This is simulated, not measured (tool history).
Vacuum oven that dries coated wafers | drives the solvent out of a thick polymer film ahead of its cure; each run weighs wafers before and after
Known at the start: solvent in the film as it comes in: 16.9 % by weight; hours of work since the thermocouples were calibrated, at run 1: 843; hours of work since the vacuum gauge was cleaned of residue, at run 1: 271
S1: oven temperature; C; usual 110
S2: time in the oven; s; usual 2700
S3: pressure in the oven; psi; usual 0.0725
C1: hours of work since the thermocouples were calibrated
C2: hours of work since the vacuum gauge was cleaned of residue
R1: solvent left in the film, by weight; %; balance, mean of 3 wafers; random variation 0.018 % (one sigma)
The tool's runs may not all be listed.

| run | hour | S1 | S2 | S3 | C1 | C2 | R1 |
|---|---|---|---|---|---|---|---|
| 1 | 0 | 110 | 2700 | 0.0725 | 843 | 271 | 0.82 |
| 2 | 13.9 | 110 | 2700 | 0.0725 | 852 | 280 | 0.8 |
| 3 | 22.5 | 110 | 2700 | 0.1825 | 857 | 285 | 1.05 |
| 4 | 30.8 | 110 | 2700 | 0.0719 | 862 | 290 | 0.79 |
| 5 | 43 | 110 | 2700 | 0.0719 | 869 | 298 | 0.79 |
| 6 | 51.2 | 110 | 2700 | 0.1951 | 874 | 303 | 1.08 |
| 7 | 60.1 | 110 | 2700 | 0.1951 | 880 | 308 | 1.1 |
| 8 | 68.4 | 115 | 2700 | 0.1951 | 885 | 313 | 0.59 |
| 9 | 79.1 | 110 | 2700 | 0.0725 | 892 | 320 | 0.85 |
| 10 | 87.9 | 110 | 2700 | 0.0725 | 897 | 325 | 0.77 |
| 11 | 95.9 | 124 | 3180 | 0.0611 | 902 | 330 | 0.11 |
| 12 | 105 | 110 | 2220 | 0.1975 | 907 | 335 | 1.52 |
| 13 | 111 | 119 | 1560 | 0.0512 | 911 | 339 | 0.74 |
| 14 | 123.1 | 119 | 1560 | 0.0512 | 918 | 346 | 0.74 |
| 15 | 132.6 | 110 | 1800 | 0.0725 | 924 | 352 | 1.95 |
| 16 | 141.8 | 110 | 1800 | 0.0725 | 930 | 358 | 1.94 |
| 17 | 147.8 | 113 | 2700 | 0.0725 | 933 | 362 | 0.54 |
| 18 | 162.5 | 110 | 1740 | 0.1181 | 942 | 371 | 2.15 |
| 19 | 174.6 | 110 | 1740 | 0.1181 | 950 | 378 | 2.15 |
| 20 | 183.3 | 121 | 1380 | 0.0895 | 955 | 383 | 0.79 |

Forecast each of these 4 alternatives for the next run:
| A | 194.8 | 114 | 2160 | 0.1217 | 962 | 390 | ? |
| B | 194.8 | 109 | 1500 | 0.0728 | 962 | 390 | ? |
| C | 194.8 | 120 | 3180 | 0.0495 | 962 | 390 | ? |
| D | 194.8 | 121 | 1620 | 0.1326 | 962 | 390 | ? |

| run | R1 |
|---|---|
| A | 0.81 |
| B | 2.93 |
| C | 0.07 |
| D | 0.57 |
Without the tool's hidden state the same runs would have given:
| run | R1 |
|---|---|
| A | 0.81 |
| B | 2.92 |
| C | 0.07 |
| D | 0.57 |
